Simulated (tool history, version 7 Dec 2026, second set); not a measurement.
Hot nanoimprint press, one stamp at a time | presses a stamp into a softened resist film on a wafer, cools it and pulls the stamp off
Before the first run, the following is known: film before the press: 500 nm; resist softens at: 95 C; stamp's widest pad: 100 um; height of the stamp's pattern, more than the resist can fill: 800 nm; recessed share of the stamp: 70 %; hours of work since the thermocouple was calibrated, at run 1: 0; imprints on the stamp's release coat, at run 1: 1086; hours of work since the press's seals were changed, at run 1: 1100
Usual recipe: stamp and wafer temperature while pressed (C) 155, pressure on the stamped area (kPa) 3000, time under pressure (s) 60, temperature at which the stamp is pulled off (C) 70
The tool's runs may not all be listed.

| run | hour | stamp and wafer temperature while pressed (C) | pressure on the stamped area (kPa) | time under pressure (s) | temperature at which the stamp is pulled off (C) | hours of work since the thermocouple was calibrated | imprints on the stamp's release coat | hours of work since the press's seals were changed | resist left under the stamp's widest pad (angstrom) | greatest force while the stamp is pulled off (N) |
|---|---|---|---|---|---|---|---|---|---|---|
| 1 | 0.0 | 155 | 3000 | 60 | 70 | 0 | 1086 | 1100 | 2420 | 94 |
| 2 | 45.5 | 155 | 3000 | 60 | 70 | 32 | 1201 | 1132 | 2415 | 90 |
| 3 | 130.9 | 155 | 3000 | 60 | 70 | 92 | 1415 | 1192 | 2431 | 95 |
| 4 | 182.9 | 155 | 3000 | 41 | 70 | 129 | 1546 | 1229 | 2756 | 92 |
|  | 251.0 | press's hydraulic seals changed and the load cell set to zero |
| 5 | 251.0 | 155 | 3000 | 40 | 70 | 171 | 1697 | 0 | 2782 | 95 |
|  | 273.8 | stamp cleaned and given a new release coat |
| 6 | 336.8 | 155 | 3000 | 60 | 68 | 228 | 158 | 56 | 2399 | 96 |
| 7 | 410.2 | 155 | 3000 | 60 | 68 | 279 | 343 | 108 | 2401 | 92 |
| 8 | 461.9 | 155 | 4430 | 60 | 70 | 316 | 472 | 144 | 2007 | 92 |
| 9 | 509.3 | 155 | 4430 | 60 | 70 | 349 | 592 | 178 | 2020 | 90 |
| 10 | 559.5 | 155 | 4430 | 60 | 62 | 385 | 718 | 213 | 2002 | 94 |
| 11 | 639.4 | 155 | 4430 | 60 | 62 | 441 | 918 | 270 | 2015 | 96 |
| 12 | 697.3 | 155 | 2370 | 60 | 69 | 482 | 1064 | 310 | 2653 | 93 |
| 13 | 788.8 | 155 | 3000 | 77 | 70 | 546 | 1294 | 375 | 2214 | 88 |

What if the next run were any one of these 3? Each begins from the tool's condition after run 13:
|  | 797.4 | plate thermocouple calibrated |
| A | 829.6 | 157 | 3000 | 65 | 70 | 23 | 1389 | 402 | ? | ? |
|  | 797.4 | plate thermocouple calibrated |
| B | 829.6 | 164 | 3360 | 60 | 63 | 23 | 1389 | 402 | ? | ? |
|  | 797.4 | plate thermocouple calibrated |
| C | 829.6 | 167 | 3000 | 86 | 61 | 23 | 1389 | 402 | ? | ? |

| run | resist left under the stamp's widest pad (angstrom) | greatest force while the stamp is pulled off (N) |
|---|---|---|
| A | 2088 | 91 |
| B | 1274 | 96 |
| C | 978 | 104 |
The same runs, with their run-to-run variation unchanged, on a tool lacking any hidden condition would have given:
| run | resist left under the stamp's widest pad (angstrom) | greatest force while the stamp is pulled off (N) |
|---|---|---|
| A | 2088 | 90 |
| B | 1275 | 95 |
| C | 979 | 103 |
